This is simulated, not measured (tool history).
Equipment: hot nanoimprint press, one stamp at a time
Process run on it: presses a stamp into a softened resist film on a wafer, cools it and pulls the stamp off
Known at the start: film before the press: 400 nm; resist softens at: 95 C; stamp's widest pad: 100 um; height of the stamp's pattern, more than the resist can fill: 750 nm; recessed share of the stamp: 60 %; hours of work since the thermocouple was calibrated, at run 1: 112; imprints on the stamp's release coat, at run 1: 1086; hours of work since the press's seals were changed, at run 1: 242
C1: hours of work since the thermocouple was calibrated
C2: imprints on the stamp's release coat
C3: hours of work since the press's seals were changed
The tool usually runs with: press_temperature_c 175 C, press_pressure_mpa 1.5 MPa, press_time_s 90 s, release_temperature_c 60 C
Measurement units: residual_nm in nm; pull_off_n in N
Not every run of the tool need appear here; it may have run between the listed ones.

Run 1, day 0: usual settings; C1 112; C2 1086; C3 242. Result: residual_nm 192.5 nm, pull_off_n 304 N.
Run 2, day 2.004: usual settings; C1 139; C2 1253; C3 269. Result: residual_nm 192.6 nm, pull_off_n 316 N.
Run 3, day 4.442: usual settings; C1 172; C2 1455; C3 302. Result: residual_nm 191.7 nm, pull_off_n 323 N.
At day 6.425: stamp cleaned and given a new release coat.
Run 4, day 6.425: usual settings; C1 196; C2 0; C3 326. Result: residual_nm 192 nm, pull_off_n 233 N.
Run 5, day 8.721: usual settings but release_temperature_c 49 C; C1 227; C2 192; C3 357. Result: residual_nm 192.3 nm, pull_off_n 322 N.
Run 6, day 10.733: usual settings but release_temperature_c 49 C; C1 254; C2 359; C3 384. Result: residual_nm 191.1 nm, pull_off_n 344 N.
At day 12.104: plate thermocouple calibrated.
Run 7, day 13.521: usual settings but press_time_s 80 s; C1 19; C2 581; C3 420. Result: residual_nm 197.6 nm, pull_off_n 267 N.
Run 8, day 15.596: usual settings but press_pressure_mpa 0.94 MPa; C1 47; C2 753; C3 449. Result: residual_nm 222.7 nm, pull_off_n 267 N.
Run 9, day 18.679: usual settings but press_pressure_mpa 0.94 MPa; C1 89; C2 1010; C3 490. Result: residual_nm 221.9 nm, pull_off_n 288 N.
Run 10, day 22.242: usual settings but press_pressure_mpa 0.94 MPa; C1 137; C2 1306; C3 539. Result: residual_nm 220.9 nm, pull_off_n 317 N.
Run 11, day 24.617: usual settings but press_pressure_mpa 0.94 MPa; C1 170; C2 1503; C3 571. Result: residual_nm 221.3 nm, pull_off_n 332 N.
At day 26.167: stamp cleaned and given a new release coat.
Run 12, day 27.462: usual settings but press_pressure_mpa 1.6 MPa, press_time_s 71 s; C1 205; C2 108; C3 606. Result: residual_nm 198.8 nm, pull_off_n 227 N.
Run 13, day 29.3: usual settings but press_temperature_c 166 C; C1 230; C2 261; C3 631. Result: residual_nm 254.2 nm, pull_off_n 239 N.
At day 30.833: plate thermocouple calibrated, once more.
Run 14, day 31.804: usual settings but press_temperature_c 166 C; C1 13; C2 459; C3 663. Result: residual_nm 271 nm, pull_off_n 264 N.
Run 15, day 34.221: usual settings but press_temperature_c 177 C, press_pressure_mpa 0.96 MPa, press_time_s 143 s, release_temperature_c 62 C; C1 46; C2 660; C3 696. Result: residual_nm 183.4 nm, pull_off_n 267 N.
Run 16, day 37.592: usual settings but press_temperature_c 167 C, press_pressure_mpa 1.37 MPa, press_time_s 111 s, release_temperature_c 46 C; C1 92; C2 940; C3 742. Result: residual_nm 252.7 nm, pull_off_n 416 N.
Run 17, day 39.783: usual settings but press_temperature_c 167 C, press_pressure_mpa 1.37 MPa, press_time_s 111 s, release_temperature_c 46 C; C1 121; C2 1123; C3 771. Result: residual_nm 250.9 nm, pull_off_n 449 N.

Below are 3 alternative next runs, each starting from the tool's condition after run 17. Predict each:
Run A, day 42.246: usual settings but press_pressure_mpa 2.33 MPa; C1 155; C2 1328; C3 805. Result: residual_nm ?, pull_off_n ?.
Run B, day 42.246: usual settings but press_temperature_c 164 C, press_pressure_mpa 1.37 MPa, press_time_s 111 s, release_temperature_c 46 C; C1 155; C2 1328; C3 805. Result: residual_nm ?, pull_off_n ?.
Run C, day 42.246: usual settings but press_temperature_c 172 C, press_pressure_mpa 1.08 MPa, press_time_s 68 s, release_temperature_c 46 C; C1 155; C2 1328; C3 805. Result: residual_nm ?, pull_off_n ?.

run  residual_nm  pull_off_n
  A        167.9         330
  B        275.9         470
  C        265.1         483
Had the tool no hidden state, the same runs would have come out as:
run  residual_nm  pull_off_n
  A        163.8         233
  B        275.4         331
  C          265         341
